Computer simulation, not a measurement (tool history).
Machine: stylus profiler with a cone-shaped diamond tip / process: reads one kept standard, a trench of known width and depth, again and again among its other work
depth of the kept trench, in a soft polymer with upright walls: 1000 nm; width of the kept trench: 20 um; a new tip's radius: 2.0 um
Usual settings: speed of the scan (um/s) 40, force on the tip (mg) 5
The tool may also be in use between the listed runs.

run    day  speed of the scan (um/s)  force on the tip (mg)  depth of the trench (angstrom)  width of the trench's floor (µm)
  1      0                        40                      5                         10093.6                             16.29
  2  0.538                        40                      5                         10090.4                             16.22
  3  0.967                        40                      5                         10090.9                             16.24
  4  1.429                        40                      5                         10097.1                             16.29
  5   2.05                        40                      5                         10095.5                             16.28
  6  2.642                       145                   7.12                         10118.5                             15.99
  7  3.342                        99                   1.86                         10054.6                             15.87
  8  3.921                        99                   1.86                         10051.2                             15.84
  9  4.646                        51                   1.73                         10049.8                             16.08
 10  5.283                        21                   7.33                         10121.2                             16.32

5 ways to go on from here, each from the tool as it stands after run 10. What would each give?
  A  5.929                        21                   2.32                               ?                                 ?
  B  5.929                        46                   9.75                               ?                                 ?
  C  5.929                        21                  10.31                               ?                                 ?
  D  5.929                        21                   3.41                               ?                                 ?
  E  5.929                        72                   4.26                               ?                                 ?

run  depth of the trench (angstrom)  width of the trench's floor (µm)
  A                         10056.1                             16.27
  B                         10142.8                              16.3
  C                         10146.7                             16.31
  D                         10077.5                             16.25
  E                         10083.7                             16.13
Without the tool's hidden state the same runs would have given:
run  depth of the trench (angstrom)  width of the trench's floor (µm)
  A                         10046.8                             16.41
  B                         10133.4                             16.43
  C                         10137.3                             16.44
  D                         10068.2                             16.38
  E                         10074.3                             16.26
